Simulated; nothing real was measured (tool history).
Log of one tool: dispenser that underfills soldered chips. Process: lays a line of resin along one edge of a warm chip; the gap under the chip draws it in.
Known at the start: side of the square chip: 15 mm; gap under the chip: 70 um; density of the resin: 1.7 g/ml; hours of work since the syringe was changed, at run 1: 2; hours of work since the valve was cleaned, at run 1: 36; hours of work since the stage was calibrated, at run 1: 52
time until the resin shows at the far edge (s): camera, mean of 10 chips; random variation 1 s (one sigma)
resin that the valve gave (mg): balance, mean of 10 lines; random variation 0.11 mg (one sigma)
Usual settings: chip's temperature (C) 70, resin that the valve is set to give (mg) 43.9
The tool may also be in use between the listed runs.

run    day  chip's temperature (C)  resin that the valve is set to give (mg)  hours of work since the syringe was changed  hours of work since the valve was cleaned  hours of work since the stage was calibrated  time until the resin shows at the far edge (s)  resin that the valve gave (mg)
  1      0                      70                                      43.9                                            2                                         36                                            52                                           108.5                           43.01
  2  0.154                      70                                      52.8                                            4                                         39                                            54                                           120.5                           51.63
  3  0.258                      70                                      48.6                                            6                                         40                                            56                                           131.6                           47.61
  4  0.362                      70                                      48.6                                            7                                         42                                            58                                           143.8                           47.64
     0.458  -- new syringe of resin
  5  0.567                      70                                      48.6                                            2                                         45                                            61                                           109.1                           47.31
  6  0.671                      56                                      48.6                                            3                                         47                                            62                                           211.2                           47.48
  7  0.871                      56                                      48.6                                            7                                         50                                            65                                           247.9                           47.25
  8  0.983                      60                                      43.9                                            8                                         52                                            67                                           230.2                           42.91
     1.025  -- new syringe of resin
  9  1.196                      69                                      43.9                                            3                                         55                                            70                                           119.5                            42.5
 10  1.312                      69                                      43.9                                            5                                         57                                            72                                           132.8                           42.63
 11  1.529                      70                                        40                                            8                                         60                                            76                                           152.7                           38.74
     1.604  -- new syringe of resin
 12  1.679                      70                                      43.9                                            1                                         62                                            78                                           106.3                            42.3
 13  1.838                      70                                      43.9                                            4                                         65                                            80                                             120                           42.41
 14  1.929                      70                                      43.9                                            5                                         66                                            82                                           130.8                           42.35
 15  2.117                      70                                      41.1                                            8                                         69                                            85                                           151.7                           39.57
     2.175  -- new syringe of resin
 16  2.308                      64                                      43.9                                            2                                         72                                            88                                           142.4                           42.34
 17  2.417                      64                                      43.9                                            4                                         74                                            89                                           152.3                           42.05
 18  2.517                      58                                      43.9                                            5                                         75                                            91                                           214.1                           41.97
 19  2.617                      57                                      52.8                                            7                                         77                                            92                                           236.1                           50.66
     2.688  -- dispensing valve cleaned and set on the balance
     2.788  -- new syringe of resin
 20  2.825                      60                                      38.5                                            1                                          2                                            95                                           156.6                           38.24
 21  2.912                      56                                      38.2                                            2                                          3                                            96                                           199.4                           38.02
 22  3.025                      68                                      47.8                                            4                                          5                                            98                                           130.9                           47.76
 23  3.167                      68                                      47.8                                            6                                          7                                           100                                           145.4                           47.52
 24  3.258                      70                                      46.7                                            7                                          9                                           102                                           144.8                           46.37
     3.362  -- new syringe of resin
 25  3.404                      75                                      46.7                                            1                                         11                                           104                                              85                           46.29
 26  3.496                      71                                      47.9                                            2                                         12                                           105                                           106.5                           47.42
 27   3.65                      59                                      40.5                                            5                                         15                                           108                                           195.1                           40.34
 28  3.783                      70                                      41.8                                            7                                         17                                           110                                           139.3                           41.34
 29  3.875                      65                                      42.8                                            8                                         18                                           111                                           181.8                           42.37
     3.938  -- new syringe of resin
 30  4.096                      70                                      48.4                                            3                                         22                                           114                                           115.6                           47.72
 31  4.254                      70                                      48.4                                            5                                         24                                           117                                             128                           47.97
 32  4.433                      83                                      43.9                                            8                                         27                                           120                                            92.6                           43.28
     4.508  -- new syringe of resin
 33  4.571                      60                                      51.4                                            1                                         29                                           122                                           151.6                           50.65
 34  4.671                      79                                      43.9                                            3                                         30                                           123                                            82.1                           43.32
 35  4.842                      58                                      43.8                                            5                                         33                                           126                                           217.9                           43.15
 36  4.992                      58                                      43.8                                            8                                         36                                           128                                           240.3                           43.07

Forecast each of these 4 alternatives for the next run:
     5.071  -- new syringe of resin
  A  5.121                      80                                      48.1                                            1                                         37                                           130                                               ?                               ?
     5.071  -- new syringe of resin
  B  5.121                      56                                      43.4                                            1                                         37                                           130                                               ?                               ?
     5.071  -- new syringe of resin
  C  5.121                      69                                      40.5                                            1                                         37                                           130                                               ?                               ?
     5.071  -- new syringe of resin
  D  5.121                      82                                      52.2                                            1                                         37                                           130                                               ?                               ?

run  time until the resin shows at the far edge (s)  resin that the valve gave (mg)
  A                                            72.6                           47.23
  B                                           188.5                           42.52
  C                                           112.3                           39.69
  D                                            67.8                           51.12
Without the tool's hidden state the same runs would have given:
run  time until the resin shows at the far edge (s)  resin that the valve gave (mg)
  A                                            67.1                            48.2
  B                                           173.2                            43.4
  C                                           103.4                           40.51
  D                                            62.7                           52.17
